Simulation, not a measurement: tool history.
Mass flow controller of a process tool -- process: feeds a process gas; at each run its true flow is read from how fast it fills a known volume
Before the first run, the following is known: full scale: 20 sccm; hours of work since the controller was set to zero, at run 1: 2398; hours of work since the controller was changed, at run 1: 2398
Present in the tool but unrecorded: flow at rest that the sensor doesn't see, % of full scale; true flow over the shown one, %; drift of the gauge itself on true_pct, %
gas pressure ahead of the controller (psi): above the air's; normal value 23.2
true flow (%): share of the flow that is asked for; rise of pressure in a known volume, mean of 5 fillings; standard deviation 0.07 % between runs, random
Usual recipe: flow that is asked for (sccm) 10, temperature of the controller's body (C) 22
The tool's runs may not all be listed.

| run | hour | flow that is asked for (sccm) | gas pressure ahead of the controller (psi) | temperature of the controller's body (C) | hours of work since the controller was set to zero | hours of work since the controller was changed | true flow (%) |
|---|---|---|---|---|---|---|---|
| 1 | 0 | 10 | 23.2 | 22 | 2398 | 2398 | 100.57 |
| 2 | 104.1 | 10 | 32.2 | 22 | 2442 | 2442 | 100.53 |
| 3 | 252.5 | 10 | 32.2 | 22 | 2504 | 2504 | 100.56 |
| 4 | 323.6 | 10 | 32.2 | 22 | 2534 | 2534 | 100.51 |
| 5 | 405.8 | 10 | 23.2 | 27 | 2569 | 2569 | 101.16 |
| 6 | 535.4 | 10 | 23.2 | 27 | 2624 | 2624 | 101.18 |
| 7 | 640.7 | 10 | 23.2 | 27 | 2668 | 2668 | 101.3 |
| 8 | 710.6 | 10 | 23.2 | 27 | 2698 | 2698 | 101.21 |
| 9 | 781.8 | 10 | 23.2 | 27 | 2728 | 2728 | 101.32 |
| 10 | 886.1 | 10 | 23.2 | 27 | 2772 | 2772 | 101.38 |
| 11 | 968 | 10 | 23.2 | 37 | 2806 | 2806 | 102.24 |
| 12 | 1065.5 | 10 | 23.2 | 37 | 2847 | 2847 | 102.16 |
| 13 | 1154.4 | 10 | 23.2 | 28 | 2885 | 2885 | 101.5 |
| 14 | 1313.5 | 10 | 23.2 | 22 | 2952 | 2952 | 101.05 |
| 15 | 1401.9 | 10 | 20.9 | 22 | 2989 | 2989 | 101.15 |
| 16 | 1508.3 | 10 | 20.9 | 22 | 3034 | 3034 | 101.29 |
| 17 | 1670.6 | 10 | 23.2 | 36 | 3103 | 3103 | 102.29 |
| 18 | 1824.5 | 10 | 23.2 | 22 | 3168 | 3168 | 101.27 |
| 19 | 1905.2 | 10 | 23.2 | 22 | 3202 | 3202 | 101.28 |
| 20 | 2060.8 | 10 | 23.2 | 22 | 3268 | 3268 | 101.45 |
| 21 | 2149.3 | 10 | 30.6 | 22 | 3305 | 3305 | 101.35 |
| 22 | 2247.8 | 10 | 30.6 | 22 | 3347 | 3347 | 101.35 |
| 23 | 2345 | 7 | 23.2 | 22 | 3388 | 3388 | 101.6 |
| 24 | 2502.4 | 7 | 23.2 | 22 | 3454 | 3454 | 101.8 |
| 25 | 2647.6 | 7 | 23.2 | 22 | 3515 | 3515 | 101.83 |
| 26 | 2766.5 | 7 | 22.5 | 25 | 3565 | 3565 | 102.02 |
| 27 | 2852.2 | 7 | 23.2 | 22 | 3602 | 3602 | 101.87 |
| 28 | 3000.8 | 8 | 34.4 | 39 | 3664 | 3664 | 102.94 |
| 29 | 3141.9 | 8 | 36.4 | 27 | 3724 | 3724 | 102.11 |
| 30 | 3264.9 | 8 | 36.4 | 27 | 3776 | 3776 | 102.18 |
| 31 | 3367.6 | 9 | 39 | 25 | 3819 | 3819 | 101.77 |
| 32 | 3496.7 | 10 | 23.2 | 28 | 3874 | 3874 | 102.33 |
| 33 | 3568.3 | 10 | 23.2 | 28 | 3904 | 3904 | 102.34 |
| 34 | 3635.4 | 10 | 31.2 | 23 | 3932 | 3932 | 101.9 |
| 35 | 3769.2 | 10 | 31.2 | 23 | 3989 | 3989 | 101.96 |
| 36 | 3888.3 | 3 | 31.2 | 20 | 4039 | 4039 | 104.43 |
| 37 | 3967.5 | 3 | 31.2 | 20 | 4072 | 4072 | 104.29 |
| 38 | 4052.7 | 10 | 24.2 | 22 | 4108 | 4108 | 102.08 |
| 39 | 4153.9 | 6 | 24.2 | 39 | 4151 | 4151 | 103.83 |
| 40 | 4276.3 | 5 | 37.1 | 32 | 4203 | 4203 | 103.46 |
| 41 | 4353.2 | 5 | 37.1 | 32 | 4235 | 4235 | 103.65 |
| 42 | 4462.1 | 5 | 37.1 | 32 | 4281 | 4281 | 103.86 |
| 43 | 4574 | 5 | 31.3 | 29 | 4329 | 4329 | 103.62 |
| 44 | 4671.8 | 5 | 31.3 | 29 | 4370 | 4370 | 103.55 |
| 45 | 4741.1 | 5 | 26.5 | 22 | 4399 | 4399 | 103.19 |
| 46 | 4830 | 11 | 31.9 | 31 | 4437 | 4437 | 102.96 |
| 47 | 4924.3 | 7 | 38.7 | 22 | 4476 | 4476 | 102.52 |
| 48 | 5020.6 | 12 | 30.7 | 22 | 4517 | 4517 | 102.41 |
| 49 | 5116.3 | 10 | 32.5 | 22 | 4557 | 4557 | 102.2 |

What if the next run were any one of these 3? Each begins from the tool's condition after run 49:
| A | 5229.8 | 9 | 32.5 | 22 | 4605 | 4605 | ? |
| B | 5229.8 | 10 | 32.5 | 28 | 4605 | 4605 | ? |
| C | 5229.8 | 5 | 40.5 | 20 | 4605 | 4605 | ? |

| run | true flow (%) |
|---|---|
| A | 102.4 |
| B | 102.74 |
| C | 103.26 |
With no hidden state in the tool, these same runs would have given:
| run | true flow (%) |
|---|---|
| A | 98.32 |
| B | 98.84 |
| C | 97.7 |
